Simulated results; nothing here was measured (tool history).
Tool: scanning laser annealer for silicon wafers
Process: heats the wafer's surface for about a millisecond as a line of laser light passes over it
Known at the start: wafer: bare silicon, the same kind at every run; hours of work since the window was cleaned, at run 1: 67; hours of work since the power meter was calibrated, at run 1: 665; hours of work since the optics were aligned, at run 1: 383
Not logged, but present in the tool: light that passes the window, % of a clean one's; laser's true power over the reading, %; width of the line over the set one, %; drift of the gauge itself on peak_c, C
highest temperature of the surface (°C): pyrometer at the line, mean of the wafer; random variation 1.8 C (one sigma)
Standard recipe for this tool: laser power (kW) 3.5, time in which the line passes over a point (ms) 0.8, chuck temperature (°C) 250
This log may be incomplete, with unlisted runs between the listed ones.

| run | hour | laser power (kW) | time in which the line passes over a point (ms) | chuck temperature (°C) | hours of work since the window was cleaned | hours of work since the power meter was calibrated | hours of work since the optics were aligned | highest temperature of the surface (°C) |
|---|---|---|---|---|---|---|---|---|
| 1 | 0 | 3.5 | 0.8 | 250 | 67 | 665 | 383 | 943 |
| 2 | 13.1 | 3.5 | 0.8 | 250 | 77 | 674 | 393 | 941 |
| 3 | 31 | 3.5 | 0.8 | 247 | 90 | 687 | 406 | 936 |
| 4 | 50.4 | 3.5 | 0.8 | 250 | 105 | 702 | 420 | 941 |
| 5 | 63.3 | 3.5 | 0.8 | 250 | 114 | 711 | 430 | 940 |
| 6 | 77.4 | 3.5 | 0.8 | 250 | 124 | 722 | 440 | 937 |
|  | 81.2 | window over the wafer cleaned |
| 7 | 91.9 | 3.5 | 0.8 | 250 | 8 | 731 | 450 | 934 |
| 8 | 114 | 3.728 | 0.8 | 250 | 24 | 747 | 466 | 988 |
| 9 | 135.5 | 3.193 | 0.731 | 250 | 40 | 763 | 482 | 836 |

Run 10 has not been measured yet. What should we expect?
|  | 138.7 | window over the wafer cleaned, once more |
| 10 | 156.9 | 3.193 | 0.731 | 250 | 13 | 777 | 496 | ? |

Run 10 produced highest temperature of the surface (°C) 843.
Without the tool's hidden state the same run would have given highest temperature of the surface (°C) 852.
